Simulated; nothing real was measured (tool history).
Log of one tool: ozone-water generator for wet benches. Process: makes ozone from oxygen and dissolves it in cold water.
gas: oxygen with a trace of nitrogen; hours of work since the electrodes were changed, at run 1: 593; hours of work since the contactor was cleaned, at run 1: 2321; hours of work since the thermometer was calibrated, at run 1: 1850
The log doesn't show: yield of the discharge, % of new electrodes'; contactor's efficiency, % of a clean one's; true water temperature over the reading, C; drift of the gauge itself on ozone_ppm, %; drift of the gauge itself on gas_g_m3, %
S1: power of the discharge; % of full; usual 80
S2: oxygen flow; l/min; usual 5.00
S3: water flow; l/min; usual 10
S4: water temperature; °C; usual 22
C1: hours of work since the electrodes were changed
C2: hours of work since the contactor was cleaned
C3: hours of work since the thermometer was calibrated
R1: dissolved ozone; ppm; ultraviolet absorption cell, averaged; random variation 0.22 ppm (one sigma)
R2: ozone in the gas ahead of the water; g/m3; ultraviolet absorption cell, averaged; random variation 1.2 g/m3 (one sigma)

run     day  S1    S2  S3  S4    C1    C2    C3    R1     R2
  1   0.000  80  5.00  10  22   593  2321  1850  32.9  211.7
  2   5.125  80  5.00  12  22   706  2434  1963  29.5  212.6
  3   8.750  80  5.00  10  15   786  2514  2043  37.5  211.2
  4  11.804  80  5.00  10  15   854  2582  2110  37.2  211.4
  5  14.967  80  5.00  10  15   923  2651  2180  37.2  211.8
  6  17.808  80  6.09  10  22   986  2714  2243  31.1  186.9
  7  22.038  80  5.00  10  24  1079  2807  2336  31.0  213.9
  8  24.504  80  5.00  14  22  1134  2862  2390  26.4  212.0
  9  27.971  80  5.00  14  22  1210  2938  2467  26.6  213.1
 10  30.125  80  5.00  14  22  1258  2986  2514  26.2  212.1
 11  35.329  80  5.00  10  22  1372  3100  2629  32.2  212.3
 12  39.233  80  5.00  10  22  1459  3187  2715  32.5  212.3
 13  41.475  82  5.00  10  22  1508  3236  2765  32.7  216.3
 14  46.238  80  5.00  10  22  1613  3341  2870  32.5  211.6
 15  48.825  80  5.00  10  22  1670  3398  2927  32.6  213.1
 16  51.379  80  5.00  10  22  1726  3454  2983  32.8  213.2
 17  54.979  65  5.24   8  22  1806  3534  3063  31.6  181.5
 18  57.662  44  5.00  10  22  1865  3593  3122  22.3  147.3
 19  62.083  73  6.33  10  22  1963  3690  3219  28.6  173.3
 20  65.275  99  5.00  14  30  2033  3761  3290  26.2  247.1
 21  68.400  54  5.00  10  22  2102  3830  3359  25.1  167.5
 22  72.017  54  5.00  14  22  2182  3910  3438  20.6  168.0

Run 23 comes next. What will it give?
 23  74.388  54  3.71   6  15  2234  3962  3491   ?   ?

{"run 23": {"R1": 41.2, "R2": 202.1}}
Without the tool's hidden state the same run would have given R1 41.2 ppm, R2 198.1 g/m3.
